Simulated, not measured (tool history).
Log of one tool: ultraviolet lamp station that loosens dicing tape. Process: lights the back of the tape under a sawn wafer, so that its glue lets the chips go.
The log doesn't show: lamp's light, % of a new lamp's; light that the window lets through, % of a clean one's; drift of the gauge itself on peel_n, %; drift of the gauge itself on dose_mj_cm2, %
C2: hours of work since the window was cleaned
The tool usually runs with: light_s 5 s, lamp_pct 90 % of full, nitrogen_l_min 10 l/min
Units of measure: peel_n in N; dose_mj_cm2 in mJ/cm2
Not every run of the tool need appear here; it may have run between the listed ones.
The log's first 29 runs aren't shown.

run 30 day=48.988 | light_s=9 lamp_pct=95 nitrogen_l_min=10 | hours_of_work_of_the_lamp=702 C2=506 | peel_n=0.165 dose_mj_cm2=443
run 31 day=50.971 | light_s=6 lamp_pct=99 nitrogen_l_min=10 | hours_of_work_of_the_lamp=721 C2=525 | peel_n=0.416 dose_mj_cm2=303
run 32 day=52.704 | light_s=8 lamp_pct=90 nitrogen_l_min=11 | hours_of_work_of_the_lamp=738 C2=542 | peel_n=0.244 dose_mj_cm2=365
run 33 day=54.675 | light_s=9 lamp_pct=80 nitrogen_l_min=7 | hours_of_work_of_the_lamp=757 C2=561 | peel_n=0.363 dose_mj_cm2=360
run 34 day=55.962 | light_s=3 lamp_pct=100 nitrogen_l_min=13 | hours_of_work_of_the_lamp=770 C2=574 | peel_n=1.303 dose_mj_cm2=147
run 35 day=57.196 | light_s=3 lamp_pct=100 nitrogen_l_min=13 | hours_of_work_of_the_lamp=782 C2=586 | peel_n=1.31 dose_mj_cm2=147
run 36 day=58.317 | light_s=5 lamp_pct=71 nitrogen_l_min=8 | hours_of_work_of_the_lamp=792 C2=596 | peel_n=1.368 dose_mj_cm2=176
run 37 day=60.004 | light_s=4 lamp_pct=78 nitrogen_l_min=9 | hours_of_work_of_the_lamp=809 C2=613 | peel_n=1.613 dose_mj_cm2=153
run 38 day=61.179 | light_s=5 lamp_pct=90 nitrogen_l_min=5 | hours_of_work_of_the_lamp=820 C2=624 | peel_n=1.342 dose_mj_cm2=214
-- day=62.058 window cleaned of glue's vapour
run 39 day=63.15 | light_s=5 lamp_pct=90 nitrogen_l_min=5 | hours_of_work_of_the_lamp=839 C2=11 | peel_n=0.972 dose_mj_cm2=249
run 40 day=64.262 | light_s=5 lamp_pct=73 nitrogen_l_min=17 | hours_of_work_of_the_lamp=850 C2=21 | peel_n=0.696 dose_mj_cm2=206
run 41 day=66.142 | light_s=5 lamp_pct=73 nitrogen_l_min=17 | hours_of_work_of_the_lamp=868 C2=40 | peel_n=0.683 dose_mj_cm2=201
run 42 day=67.075 | light_s=6 lamp_pct=96 nitrogen_l_min=6 | hours_of_work_of_the_lamp=877 C2=49 | peel_n=0.573 dose_mj_cm2=316

Consider 5 possible next runs. They are alternatives, not a sequence: every one starts from the tool as it was left by run 42. What does each give?
run A day=68.558 | light_s=3 lamp_pct=67 nitrogen_l_min=6 | hours_of_work_of_the_lamp=892 C2=63 | peel_n=? dose_mj_cm2=?
run B day=68.558 | light_s=4 lamp_pct=90 nitrogen_l_min=3 | hours_of_work_of_the_lamp=892 C2=63 | peel_n=? dose_mj_cm2=?
run C day=68.558 | light_s=5 lamp_pct=77 nitrogen_l_min=3 | hours_of_work_of_the_lamp=892 C2=63 | peel_n=? dose_mj_cm2=?
run D day=68.558 | light_s=6 lamp_pct=62 nitrogen_l_min=19 | hours_of_work_of_the_lamp=892 C2=63 | peel_n=? dose_mj_cm2=?
run E day=68.558 | light_s=5 lamp_pct=72 nitrogen_l_min=3 | hours_of_work_of_the_lamp=892 C2=63 | peel_n=? dose_mj_cm2=?

run=A peel_n=2.631 dose_mj_cm2=108
run=B peel_n=1.901 dose_mj_cm2=198
run=C peel_n=1.785 dose_mj_cm2=210
run=D peel_n=0.647 dose_mj_cm2=205
run=E peel_n=1.947 dose_mj_cm2=197
What these runs would have given with no unlogged condition in the tool:
run=A peel_n=2.054 dose_mj_cm2=140
run=B peel_n=1.358 dose_mj_cm2=256
run=C peel_n=1.25 dose_mj_cm2=272
run=D peel_n=0.359 dose_mj_cm2=266
run=E peel_n=1.391 dose_mj_cm2=255
